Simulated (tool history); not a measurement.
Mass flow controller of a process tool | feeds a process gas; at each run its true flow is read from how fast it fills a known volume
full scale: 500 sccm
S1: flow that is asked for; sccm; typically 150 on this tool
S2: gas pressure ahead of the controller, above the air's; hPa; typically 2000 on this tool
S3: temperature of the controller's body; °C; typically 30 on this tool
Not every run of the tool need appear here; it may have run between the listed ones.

run 1 hour=0.0 | S1=150 S2=2000 S3=30 | true_flow_(%)=99.19
run 2 hour=74.6 | S1=150 S2=2000 S3=30 | true_flow_(%)=99.02
run 3 hour=140.2 | S1=150 S2=2000 S3=30 | true_flow_(%)=99.02
run 4 hour=209.4 | S1=150 S2=2000 S3=30 | true_flow_(%)=99.06
run 5 hour=274.7 | S1=150 S2=2000 S3=33 | true_flow_(%)=98.81
run 6 hour=316.2 | S1=150 S2=2000 S3=30 | true_flow_(%)=98.99
run 7 hour=377.3 | S1=150 S2=2000 S3=30 | true_flow_(%)=99.05
run 8 hour=469.5 | S1=150 S2=2000 S3=30 | true_flow_(%)=99.16
run 9 hour=556.3 | S1=138 S2=2000 S3=30 | true_flow_(%)=98.84
-- hour=564.1 controller's zero set anew
run 10 hour=611.4 | S1=150 S2=1670 S3=30 | true_flow_(%)=98.39
run 11 hour=697.3 | S1=150 S2=2000 S3=20 | true_flow_(%)=99.07
run 12 hour=772.2 | S1=60 S2=1620 S3=36 | true_flow_(%)=94.85
run 13 hour=816.0 | S1=150 S2=2710 S3=30 | true_flow_(%)=98.75
-- hour=848.9 controller's zero set anew, once more
run 14 hour=882.5 | S1=150 S2=2710 S3=30 | true_flow_(%)=100.60
run 15 hour=963.9 | S1=81 S2=2030 S3=26 | true_flow_(%)=100.50
run 16 hour=1044.9 | S1=81 S2=2030 S3=26 | true_flow_(%)=100.43
run 17 hour=1089.4 | S1=382 S2=2190 S3=26 | true_flow_(%)=101.17
run 18 hour=1139.7 | S1=370 S2=2140 S3=38 | true_flow_(%)=100.62
run 19 hour=1219.4 | S1=156 S2=2040 S3=30 | true_flow_(%)=100.56

5 options for the next run, each taken on its own from the tool as it stands now. Forecast them:
run A hour=1269.5 | S1=419 S2=1800 S3=38 | true_flow_(%)=?
run B hour=1269.5 | S1=150 S2=2000 S3=33 | true_flow_(%)=?
run C hour=1269.5 | S1=156 S2=1490 S3=37 | true_flow_(%)=?
run D hour=1269.5 | S1=61 S2=2310 S3=36 | true_flow_(%)=?
run E hour=1269.5 | S1=414 S2=2290 S3=37 | true_flow_(%)=?

run=A true_flow_(%)=100.55
run=B true_flow_(%)=100.48
run=C true_flow_(%)=99.87
run=D true_flow_(%)=99.82
run=E true_flow_(%)=100.80
Without the tool's unlogged condition, the same runs would have read:
run=A true_flow_(%)=99.01
run=B true_flow_(%)=99.07
run=C true_flow_(%)=98.45
run=D true_flow_(%)=98.69
run=E true_flow_(%)=99.26

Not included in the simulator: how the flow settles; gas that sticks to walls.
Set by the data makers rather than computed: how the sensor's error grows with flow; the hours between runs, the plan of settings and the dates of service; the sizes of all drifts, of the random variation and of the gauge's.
